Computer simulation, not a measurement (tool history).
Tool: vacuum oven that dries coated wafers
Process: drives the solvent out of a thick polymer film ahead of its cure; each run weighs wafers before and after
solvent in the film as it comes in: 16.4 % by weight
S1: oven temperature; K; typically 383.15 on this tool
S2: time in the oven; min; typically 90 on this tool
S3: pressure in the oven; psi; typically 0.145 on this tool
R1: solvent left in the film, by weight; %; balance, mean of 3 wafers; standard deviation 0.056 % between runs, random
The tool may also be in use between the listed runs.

Run 1, hour 0.0: usual settings. Result: R1 2.51 %.
Run 2, hour 74.9: usual settings but S3 0.074 psi. Result: R1 2.34 %.
Run 3, hour 131.9: usual settings but S3 0.074 psi. Result: R1 2.27 %.
Run 4, hour 168.5: usual settings but S1 389.15 K. Result: R1 1.33 %.
Run 5, hour 244.2: usual settings but S1 389.15 K. Result: R1 1.36 %.
Run 6, hour 311.0: usual settings but S1 389.15 K. Result: R1 1.27 %.
Run 7, hour 389.5: usual settings. Result: R1 2.46 %.
Run 8, hour 468.4: usual settings but S2 51 min. Result: R1 4.95 %.
Run 9, hour 536.4: usual settings but S2 51 min. Result: R1 4.82 %.
Run 10, hour 575.6: usual settings but S1 394.15 K. Result: R1 0.78 %.
Run 11, hour 631.8: usual settings but S1 394.15 K. Result: R1 0.70 %.
Run 12, hour 685.3: usual settings but S1 394.15 K. Result: R1 0.76 %.
Run 13, hour 757.7: usual settings but S1 394.15 K. Result: R1 0.78 %.
Run 14, hour 819.5: usual settings but S1 394.15 K, S2 139 min, S3 0.467 psi. Result: R1 1.49 %.
Run 15, hour 882.7: usual settings but S1 394.15 K, S2 139 min, S3 0.467 psi. Result: R1 1.39 %.
Run 16, hour 923.5: usual settings but S1 394.15 K, S2 61 min, S3 0.467 psi. Result: R1 2.29 %.
Run 17, hour 1000.3: usual settings but S3 0.490 psi. Result: R1 3.81 %.
Run 18, hour 1037.5: usual settings but S1 388.15 K, S2 104 min, S3 0.209 psi. Result: R1 1.41 %.
Run 19, hour 1076.4: usual settings but S1 392.15 K, S2 98 min, S3 0.203 psi. Result: R1 0.98 %.
Run 20, hour 1112.4: usual settings but S1 393.15 K, S2 113 min, S3 0.260 psi. Result: R1 0.89 %.
Run 21, hour 1164.9: usual settings but S1 373.15 K, S2 118 min, S3 0.117 psi. Result: R1 4.21 %.
Run 22, hour 1232.5: usual settings but S1 373.15 K, S2 105 min, S3 0.278 psi. Result: R1 5.30 %.
Run 23, hour 1269.7: usual settings but S1 373.15 K, S2 105 min, S3 0.278 psi. Result: R1 5.45 %.
Run 24, hour 1318.5: usual settings but S2 51 min, S3 0.361 psi. Result: R1 5.60 %.
Run 25, hour 1396.1: usual settings but S1 396.15 K, S2 135 min, S3 0.299 psi. Result: R1 0.87 %.
Run 26, hour 1442.0: usual settings but S1 384.15 K, S2 156 min, S3 0.299 psi. Result: R1 1.58 %.

Each row is a separate what-if for the run after 26, all from the same tool condition, not one after another. Results?
Run A, hour 1515.1: usual settings but S1 379.15 K, S2 67 min. Result: R1 ?.
Run B, hour 1515.1: usual settings but S1 386.15 K, S2 156 min, S3 0.174 psi. Result: R1 ?.
Run C, hour 1515.1: usual settings but S2 84 min. Result: R1 ?.

run    R1
  A  4.89
  B  0.88
  C  2.80
Without the tool's hidden state the same runs would have given:
run    R1
  A  4.87
  B  0.88
  C  2.78

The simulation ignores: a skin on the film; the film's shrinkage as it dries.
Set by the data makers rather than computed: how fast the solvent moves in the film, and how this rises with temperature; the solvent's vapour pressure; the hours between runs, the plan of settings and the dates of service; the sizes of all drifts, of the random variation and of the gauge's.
